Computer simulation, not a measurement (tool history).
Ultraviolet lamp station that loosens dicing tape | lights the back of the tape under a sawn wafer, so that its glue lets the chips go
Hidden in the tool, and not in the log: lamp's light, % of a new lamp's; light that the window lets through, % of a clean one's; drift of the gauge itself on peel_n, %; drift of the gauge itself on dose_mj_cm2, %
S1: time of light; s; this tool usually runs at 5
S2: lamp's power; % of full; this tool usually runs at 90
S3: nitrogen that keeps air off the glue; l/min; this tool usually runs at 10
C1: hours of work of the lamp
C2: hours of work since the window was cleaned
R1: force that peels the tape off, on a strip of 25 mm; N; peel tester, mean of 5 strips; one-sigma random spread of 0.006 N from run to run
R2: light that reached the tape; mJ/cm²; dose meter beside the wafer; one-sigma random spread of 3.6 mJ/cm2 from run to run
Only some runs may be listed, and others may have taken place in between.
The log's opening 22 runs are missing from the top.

Run 23, day 23.862: usual settings but S1 8 s, S2 100 % of full, S3 14 l/min; C1 658; C2 436. Result: R1 0.097 N, R2 692 mJ/cm².
Run 24, day 24.971: usual settings but S1 2 s; C1 671; C2 449. Result: R1 2.394 N, R2 154 mJ/cm².
Run 25, day 25.975: usual settings but S1 3 s, S3 4 l/min; C1 683; C2 461. Result: R1 2.213 N, R2 228 mJ/cm².
Run 26, day 26.971: usual settings but S1 3 s, S3 4 l/min; C1 695; C2 473. Result: R1 2.261 N, R2 222 mJ/cm².
Run 27, day 27.746: usual settings but S1 6 s, S2 93 % of full, S3 4 l/min; C1 704; C2 482. Result: R1 0.818 N, R2 464 mJ/cm².
Run 28, day 28.558: usual settings but S1 9 s, S2 74 % of full, S3 7 l/min; C1 713; C2 492. Result: R1 0.319 N, R2 550 mJ/cm².
Run 29, day 30.012: usual settings but S1 9 s, S2 74 % of full, S3 7 l/min; C1 731; C2 509. Result: R1 0.318 N, R2 540 mJ/cm².
Run 30, day 30.858: usual settings but S1 9 s, S2 74 % of full, S3 7 l/min; C1 741; C2 519. Result: R1 0.343 N, R2 535 mJ/cm².
Run 31, day 32.317: usual settings but S2 70 % of full, S3 4 l/min; C1 758; C2 537. Result: R1 1.727 N, R2 278 mJ/cm².
At day 32.450: window cleaned of glue's vapour.
Run 32, day 33.725: usual settings but S2 70 % of full, S3 4 l/min; C1 775; C2 15. Result: R1 1.388 N, R2 331 mJ/cm².
Run 33, day 34.917: usual settings but S2 70 % of full, S3 4 l/min; C1 789; C2 29. Result: R1 1.420 N, R2 332 mJ/cm².
Run 34, day 36.267: usual settings but S1 3 s, S2 76 % of full, S3 6 l/min; C1 805; C2 45. Result: R1 2.067 N, R2 207 mJ/cm².
Run 35, day 37.488: usual settings but S1 3 s, S2 86 % of full, S3 6 l/min; C1 819; C2 60. Result: R1 1.808 N, R2 232 mJ/cm².
Run 36, day 38.204: usual settings but S1 7 s, S2 82 % of full, S3 3 l/min; C1 828; C2 68. Result: R1 0.792 N, R2 515 mJ/cm².
Run 37, day 39.642: usual settings but S1 2 s, S2 81 % of full, S3 9 l/min; C1 845; C2 86. Result: R1 2.515 N, R2 144 mJ/cm².
At day 40.217: lamp changed.
Run 38, day 41.121: usual settings but S3 6 l/min; C1 11; C2 103. Result: R1 0.339 N, R2 569 mJ/cm².
Run 39, day 42.679: usual settings but S3 6 l/min; C1 29; C2 121. Result: R1 0.330 N, R2 572 mJ/cm².
Run 40, day 43.683: usual settings but S1 2 s, S2 78 % of full, S3 6 l/min; C1 41; C2 133. Result: R1 2.262 N, R2 193 mJ/cm².
Run 41, day 44.496: usual settings but S1 6 s, S3 7 l/min; C1 51; C2 143. Result: R1 0.181 N, R2 672 mJ/cm².
Run 42, day 45.667: usual settings but S1 3 s, S2 83 % of full, S3 4 l/min; C1 65; C2 157. Result: R1 1.569 N, R2 307 mJ/cm².
Run 43, day 46.767: usual settings but S1 2 s, S2 65 % of full, S3 9 l/min; C1 78; C2 170. Result: R1 2.365 N, R2 156 mJ/cm².

4 ways to go on from here, each from the tool as it stands after run 43. What would each give?
Run A, day 48.208: usual settings but S1 6 s, S2 80 % of full, S3 6 l/min; C1 95; C2 187. Result: R1 ?, R2 ?.
Run B, day 48.208: usual settings but S3 5 l/min; C1 95; C2 187. Result: R1 ?, R2 ?.
Run C, day 48.208: usual settings but S1 3 s, S2 65 % of full, S3 4 l/min; C1 95; C2 187. Result: R1 ?, R2 ?.
Run D, day 48.208: usual settings but S1 3 s, S3 7 l/min; C1 95; C2 187. Result: R1 ?, R2 ?.

run     R1   R2
  A  0.326  571
  B  0.460  538
  C  2.137  235
  D  1.019  325
Take away the tool's hidden state, keep each run's random variation, and the runs would have read:
run     R1   R2
  A  0.245  636
  B  0.352  599
  C  1.898  262
  D  0.834  362
